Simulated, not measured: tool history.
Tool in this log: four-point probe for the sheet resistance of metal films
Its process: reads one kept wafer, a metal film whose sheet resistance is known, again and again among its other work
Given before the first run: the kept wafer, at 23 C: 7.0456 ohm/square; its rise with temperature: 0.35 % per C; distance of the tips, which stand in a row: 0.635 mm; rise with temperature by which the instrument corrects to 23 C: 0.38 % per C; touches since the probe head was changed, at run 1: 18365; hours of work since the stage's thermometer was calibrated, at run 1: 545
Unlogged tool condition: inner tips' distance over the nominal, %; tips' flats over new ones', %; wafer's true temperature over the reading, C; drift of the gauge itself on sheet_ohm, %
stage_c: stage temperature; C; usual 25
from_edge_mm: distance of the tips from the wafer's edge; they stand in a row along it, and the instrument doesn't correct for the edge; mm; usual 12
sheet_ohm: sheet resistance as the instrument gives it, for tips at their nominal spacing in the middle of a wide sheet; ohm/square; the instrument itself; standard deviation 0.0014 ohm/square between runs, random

run     day  stage_c  from_edge_mm  touches since the probe head was changed  hours of work since the stage's thermometer was calibrated  sheet_ohm
  1       0       25            12                                     18365                                                         545   7.084158
  2   0.521       23            12                                     18696                                                         552   7.086124
  3   1.075       25            12                                     19047                                                         560   7.080722
  4   1.833       25            12                                     19528                                                         570   7.082668
  5   2.471       25            12                                     19932                                                         578   7.083142
  6   2.983       25            12                                     20256                                                         585   7.082093
      3.075  -- stage's thermometer calibrated
  7   3.354       25            12                                     20477                                                           4   7.081387
  8   4.112       25            37                                     20959                                                          14   7.070568
  9   4.733       25            37                                     21353                                                          22   7.074674
 10   5.246       25            37                                     21677                                                          29   7.072753
 11   6.083       25            37                                     22207                                                          41   7.072074
      6.442  -- stage's thermometer calibrated, once more
 12   6.525       29            10                                     22475                                                           1   7.078677
 13   7.333       21            47                                     22987                                                          12   7.083127
 14   8.088       23            47                                     23464                                                          22   7.080767
 15   8.662       31             8                                     23828                                                          30    7.08495
 16   9.342       29            55                                     24259                                                          39   7.068466
 17   9.821       24            42                                     24563                                                          45   7.078018
 18  10.312       24            42                                     24873                                                          52   7.075892
 19  10.708       23            35                                     25125                                                          57   7.081669
 20  11.062       23            35                                     25349                                                          62   7.078728
 21  11.417       33            60                                     25575                                                          67   7.057029
 22  12.167       33            60                                     26050                                                          77   7.058508

Here are 5 independent what-if runs from the current tool condition. What would each one return?
  A  12.958       25            65                                     26551                                                          88          ?
  B  12.958       26             4                                     26551                                                          88          ?
  C  12.958       19            69                                     26551                                                          88          ?
  D  12.958       24             9                                     26551                                                          88          ?
  E  12.958       20            21                                     26551                                                          88          ?

run  sheet_ohm
  A   7.075282
  B   7.169119
  C   7.091248
  D   7.098013
  E   7.090292
Stripped of hidden state, with their random variation kept, the same runs would have yielded:
run  sheet_ohm
  A   7.040266
  B   7.133681
  C   7.056105
  D   7.062884
  E   7.055164
